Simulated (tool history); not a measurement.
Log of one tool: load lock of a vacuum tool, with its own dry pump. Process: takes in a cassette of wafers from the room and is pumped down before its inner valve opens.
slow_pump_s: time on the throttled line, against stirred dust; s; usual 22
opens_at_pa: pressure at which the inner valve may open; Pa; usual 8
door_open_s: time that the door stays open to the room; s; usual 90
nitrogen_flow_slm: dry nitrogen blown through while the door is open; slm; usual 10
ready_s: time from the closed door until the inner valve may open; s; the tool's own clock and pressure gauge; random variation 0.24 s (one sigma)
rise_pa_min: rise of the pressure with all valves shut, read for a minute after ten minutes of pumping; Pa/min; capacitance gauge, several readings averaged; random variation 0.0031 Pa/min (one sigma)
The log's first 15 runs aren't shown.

run,day,slow_pump_s,opens_at_pa,door_open_s,nitrogen_flow_slm,hours that the pump has run since its overhaul,times that the door has closed on its seal,"incoming humidity of the room's air, %",ready_s,rise_pa_min
16,186.654,22,8,90,10,2642,19171,47.2,49.8,0.116
17,194.538,22,12,90,9,2832,19683,45.8,48.5,0.11
18,211.442,12,10,51,7,3237,20781,45.1,41.6,0.09
19,224.317,12,10,43,36,3546,21617,43.8,41.7,0.063
20,236.108,19,15,107,36,3829,22382,45.9,45.2,0.078
21,247.238,33,12,26,16,4096,23105,42.9,56.8,0.065
22,258.875,24,8,102,21,4376,23860,45.6,51.7,0.1
23,271.842,23,8,46,21,4687,24702,45.9,51.5,0.077
24,290.142,23,8,142,20,5126,25890,44.7,51.6,0.121
25,297.896,23,8,142,20,5312,26394,48.6,51.6,0.126
26,308.658,15,8,90,10,5571,27092,48.7,44.9,0.127
27,320.962,23,7,90,10,5866,27891,45.2,51.6,0.131
28,334.25,22,10,90,10,6185,28754,49,50.1,0.129
29,347.117,43,11,90,41,6494,29589,44.1,65,0.085
30,362.154,43,10,177,20,6854,30565,44.5,66.1,0.142
31,375.633,12,13,94,5,7178,31440,42.9,42.2,0.151

Forecast each of these 4 alternatives for the next run:
A,385.154,35,8,58,10,7406,32058,47.9,?,?
B,385.154,22,8,66,9,7406,32058,44.9,?,?
C,385.154,22,8,87,10,7406,32058,44.9,?,?
D,385.154,40,13,57,30,7406,32058,45.3,?,?

run,ready_s,rise_pa_min
A,61.1,0.119
B,51.6,0.121
C,51.2,0.135
D,62.7,0.09
Without the tool's hidden state the same runs would have given:
run,ready_s,rise_pa_min
A,59.1,0.066
B,49.4,0.068
C,49,0.082
D,60.9,0.038
